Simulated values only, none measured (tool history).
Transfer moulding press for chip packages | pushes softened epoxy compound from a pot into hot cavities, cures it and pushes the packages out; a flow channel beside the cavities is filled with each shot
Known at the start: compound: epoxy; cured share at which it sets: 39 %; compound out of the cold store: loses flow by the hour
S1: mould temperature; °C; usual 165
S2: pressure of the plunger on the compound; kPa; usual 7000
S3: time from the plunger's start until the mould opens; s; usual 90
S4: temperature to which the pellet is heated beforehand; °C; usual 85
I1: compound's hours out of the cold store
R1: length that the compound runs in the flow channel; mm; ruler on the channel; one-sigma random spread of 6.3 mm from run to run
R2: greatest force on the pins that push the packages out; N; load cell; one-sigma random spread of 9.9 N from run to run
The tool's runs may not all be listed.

run 1 hour=0.0 | S1=165 S2=7000 S3=90 S4=85 | I1=19.3 | R1=712 R2=435
run 2 hour=16.1 | S1=165 S2=7000 S3=90 S4=85 | I1=27.6 | R1=693 R2=566
run 3 hour=22.7 | S1=165 S2=7000 S3=90 S4=85 | I1=47.9 | R1=612 R2=550
run 4 hour=30.6 | S1=165 S2=6680 S3=90 S4=85 | I1=24.6 | R1=686 R2=629
run 5 hour=37.2 | S1=165 S2=6680 S3=90 S4=85 | I1=14.8 | R1=708 R2=643
run 6 hour=53.0 | S1=165 S2=7000 S3=90 S4=85 | I1=25.3 | R1=686 R2=711
run 7 hour=65.6 | S1=165 S2=7000 S3=90 S4=85 | I1=43.9 | R1=621 R2=768
-- hour=71.0 cavities cleaned with cleaning compound and waxed
run 8 hour=81.2 | S1=164 S2=6790 S3=90 S4=90 | I1=34.8 | R1=640 R2=537
run 9 hour=92.5 | S1=164 S2=6790 S3=90 S4=90 | I1=23.1 | R1=680 R2=582
run 10 hour=102.2 | S1=164 S2=6390 S3=71 S4=80 | I1=9.7 | R1=711 R2=894
run 11 hour=109.2 | S1=167 S2=8520 S3=90 S4=85 | I1=11.7 | R1=813 R2=632
run 12 hour=120.1 | S1=170 S2=7000 S3=90 S4=91 | I1=9.6 | R1=720 R2=682
run 13 hour=127.8 | S1=158 S2=7740 S3=77 S4=76 | I1=42.8 | R1=677 R2=1204

Selected run-to-run steps in R1, each split into two signed amounts: the part the tool would show with no hidden state at all (from settings, incoming material and random variation), and the remainder, which goes to the hidden state together with any gauge scatter not common to the measured and the hidden-state-free results:
Hidden conditions of the tool in this case: true mould temperature over the reading, C; pressure that reaches the compound, % of what is set; grip of the stained cavities, % over clean ones'; drift of the gauge itself on flow_mm, %; drift of the gauge itself on push_out_n, %.
Run 10 -> 11: S1 164 -> 167, S2 6390 -> 8520, S3 71 -> 90, S4 80 -> 85. R1 +102 mm: hidden state -4, all else +106.
